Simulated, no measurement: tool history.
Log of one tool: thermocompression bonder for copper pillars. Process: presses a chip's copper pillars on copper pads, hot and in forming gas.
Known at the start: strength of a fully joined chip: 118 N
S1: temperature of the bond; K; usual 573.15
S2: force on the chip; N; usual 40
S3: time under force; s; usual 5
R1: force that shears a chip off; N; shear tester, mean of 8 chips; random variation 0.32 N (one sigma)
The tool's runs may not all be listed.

Run 1, hour 0: usual settings. Result: R1 61.4 N.
Run 2, hour 22.2: usual settings. Result: R1 61.3 N.
Run 3, hour 49.3: usual settings. Result: R1 60.9 N.
Run 4, hour 88.8: usual settings. Result: R1 61.7 N.
At hour 109.5: forming gas filter changed.
Run 5, hour 113.8: usual settings. Result: R1 62.1 N.
Run 6, hour 151.1: usual settings. Result: R1 60.8 N.
Run 7, hour 200.5: usual settings but S1 597.15 K. Result: R1 72.9 N.
Run 8, hour 248: usual settings but S1 597.15 K. Result: R1 72.1 N.
Run 9, hour 273.4: usual settings but S3 6 s. Result: R1 64.6 N.
Run 10, hour 310.8: usual settings but S1 575.15 K. Result: R1 62.1 N.
Run 11, hour 348.1: usual settings. Result: R1 60.8 N.
Run 12, hour 395.9: usual settings. Result: R1 60.5 N.
Run 13, hour 440.7: usual settings but S2 32 N. Result: R1 50.7 N.
Run 14, hour 472.5: usual settings but S1 577.15 K, S2 32 N. Result: R1 52.9 N.
Run 15, hour 515.1: usual settings but S3 4 s. Result: R1 56.7 N.
Run 16, hour 546.9: usual settings but S2 43 N, S3 4 s. Result: R1 59.3 N.
Run 17, hour 576: usual settings but S2 55 N, S3 4 s. Result: R1 71.1 N.
Run 18, hour 600.3: usual settings but S1 595.15 K. Result: R1 71 N.
Run 19, hour 631.7: usual settings but S1 595.15 K. Result: R1 70.5 N.
Run 20, hour 667.4: usual settings but S1 595.15 K. Result: R1 70.7 N.
Run 21, hour 697.5: usual settings but S1 595.15 K. Result: R1 70.5 N.
At hour 722.5: heater calibrated with a thermocouple chip.
At hour 726.7: forming gas filter changed.
Run 22, hour 739.7: usual settings but S1 548.15 K, S2 32 N. Result: R1 40.3 N.
Run 23, hour 778: usual settings but S1 562.15 K, S2 32 N, S3 4 s. Result: R1 42.2 N.
Run 24, hour 805.2: usual settings but S1 562.15 K, S2 41 N, S3 13 s. Result: R1 75.8 N.
Run 25, hour 846.1: usual settings but S1 562.15 K, S2 44 N, S3 3 s. Result: R1 50.3 N.
Run 26, hour 880.1: usual settings but S1 578.15 K, S2 44 N, S3 3 s. Result: R1 57.1 N.
Run 27, hour 923.8: usual settings but S1 578.15 K, S2 44 N, S3 3 s. Result: R1 56.8 N.
Run 28, hour 958.3: usual settings but S2 32 N, S3 13 s. Result: R1 69.7 N.
Run 29, hour 993.2: usual settings but S3 11 s. Result: R1 76.6 N.
Run 30, hour 1034.2: usual settings but S1 560.15 K, S2 44 N, S3 10 s. Result: R1 72.8 N.
Run 31, hour 1083.3: usual settings but S1 560.15 K, S2 44 N, S3 10 s. Result: R1 73 N.
Run 32, hour 1109: usual settings but S1 549.15 K. Result: R1 49.1 N.
Run 33, hour 1135.9: usual settings but S1 588.15 K, S2 45 N, S3 13 s. Result: R1 91.6 N.
Run 34, hour 1164.3: usual settings but S1 588.15 K, S2 45 N, S3 13 s. Result: R1 91.6 N.
Run 35, hour 1208.1: usual settings but S1 603.15 K, S3 10 s. Result: R1 87.6 N.
Run 36, hour 1237.8: usual settings but S1 603.15 K, S3 10 s. Result: R1 87.2 N.
Run 37, hour 1275.9: usual settings but S1 603.15 K, S3 10 s. Result: R1 87.7 N.
Run 38, hour 1297: usual settings but S1 603.15 K, S3 10 s. Result: R1 87.2 N.
Run 39, hour 1336: usual settings but S1 603.15 K, S3 10 s. Result: R1 86.7 N.
At hour 1343.4: forming gas filter changed.
Run 40, hour 1379: usual settings but S1 600.15 K, S2 26 N, S3 6 s. Result: R1 55.8 N.

3 ways to go on from here, each from the tool as it stands after run 40. What would each give?
At hour 1403.5: gauge calibrated.
Run A, hour 1429.6: usual settings but S2 34 N. Result: R1 ?.
At hour 1403.5: gauge calibrated.
Run B, hour 1429.6: usual settings but S1 554.15 K, S2 26 N, S3 6 s. Result: R1 ?.
At hour 1403.5: gauge calibrated.
Run C, hour 1429.6: usual settings but S1 566.15 K, S2 53 N, S3 4 s. Result: R1 ?.

run    R1
  A  54.3
  B  38.8
  C  66.4
Without the tool's hidden state the same runs would have given:
run    R1
  A  54.3
  B  38.8
  C  66.4
